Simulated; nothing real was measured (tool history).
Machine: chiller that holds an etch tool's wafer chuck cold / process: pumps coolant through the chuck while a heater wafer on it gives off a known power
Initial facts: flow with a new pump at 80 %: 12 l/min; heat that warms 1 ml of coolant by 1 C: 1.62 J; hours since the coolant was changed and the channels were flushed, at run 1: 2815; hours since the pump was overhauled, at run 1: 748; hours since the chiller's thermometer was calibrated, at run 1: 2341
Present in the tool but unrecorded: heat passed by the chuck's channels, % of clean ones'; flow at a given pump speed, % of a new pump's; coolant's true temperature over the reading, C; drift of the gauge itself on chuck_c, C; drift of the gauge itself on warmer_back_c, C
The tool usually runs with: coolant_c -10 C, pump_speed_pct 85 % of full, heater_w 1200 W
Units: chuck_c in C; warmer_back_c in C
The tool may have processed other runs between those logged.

| run | hour | coolant_c | pump_speed_pct | heater_w | hours since the coolant was changed and the channels were flushed | hours since the pump was overhauled | hours since the chiller's thermometer was calibrated | chuck_c | warmer_back_c |
|---|---|---|---|---|---|---|---|---|---|
| 1 | 0.0 | -10 | 85 | 1200 | 2815 | 748 | 2341 | -1.7 | 3.47 |
| 2 | 36.3 | -17 | 85 | 1200 | 2851 | 784 | 2378 | -8.5 | 3.47 |
| 3 | 92.3 | -10 | 85 | 664 | 2908 | 840 | 2434 | -5.2 | 1.98 |
| 4 | 160.4 | -10 | 85 | 664 | 2976 | 909 | 2502 | -5.3 | 1.97 |
| 5 | 209.3 | -10 | 85 | 664 | 3025 | 957 | 2551 | -5.4 | 1.87 |
| 6 | 277.4 | -10 | 85 | 664 | 3093 | 1025 | 2619 | -5.2 | 1.91 |
| 7 | 311.4 | -10 | 85 | 664 | 3127 | 1059 | 2653 | -5.4 | 1.86 |
|  | 337.2 | coolant changed, channels flushed |
| 8 | 352.7 | -10 | 85 | 1745 | 16 | 1095 | 2688 | 2.2 | 4.97 |
| 9 | 384.5 | -13 | 88 | 1265 | 47 | 1127 | 2720 | -4.4 | 3.48 |
| 10 | 451.3 | -6 | 85 | 1200 | 114 | 1193 | 2787 | 2.4 | 3.42 |
| 11 | 483.0 | -7 | 69 | 1200 | 146 | 1225 | 2818 | 2.9 | 4.11 |
| 12 | 551.1 | -7 | 69 | 1200 | 214 | 1293 | 2886 | 2.9 | 4.12 |
| 13 | 601.5 | -10 | 77 | 1714 | 264 | 1344 | 2937 | 3.0 | 5.36 |
| 14 | 670.3 | -19 | 85 | 628 | 333 | 1412 | 3006 | -14.5 | 1.67 |

Alternative continuations, all from the tool just after run 14; predict every row:
| A | 735.0 | -7 | 64 | 977 | 398 | 1477 | 3070 | ? | ? |
| B | 735.0 | -19 | 96 | 1744 | 398 | 1477 | 3070 | ? | ? |
| C | 735.0 | -10 | 66 | 947 | 398 | 1477 | 3070 | ? | ? |

| run | chuck_c | warmer_back_c |
|---|---|---|
| A | 1.3 | 3.51 |
| B | -7.7 | 4.30 |
| C | -1.9 | 3.36 |
What these runs would have given with no unlogged condition in the tool:
| run | chuck_c | warmer_back_c |
|---|---|---|
| A | 1.3 | 3.67 |
| B | -7.7 | 4.46 |
| C | -1.9 | 3.52 |
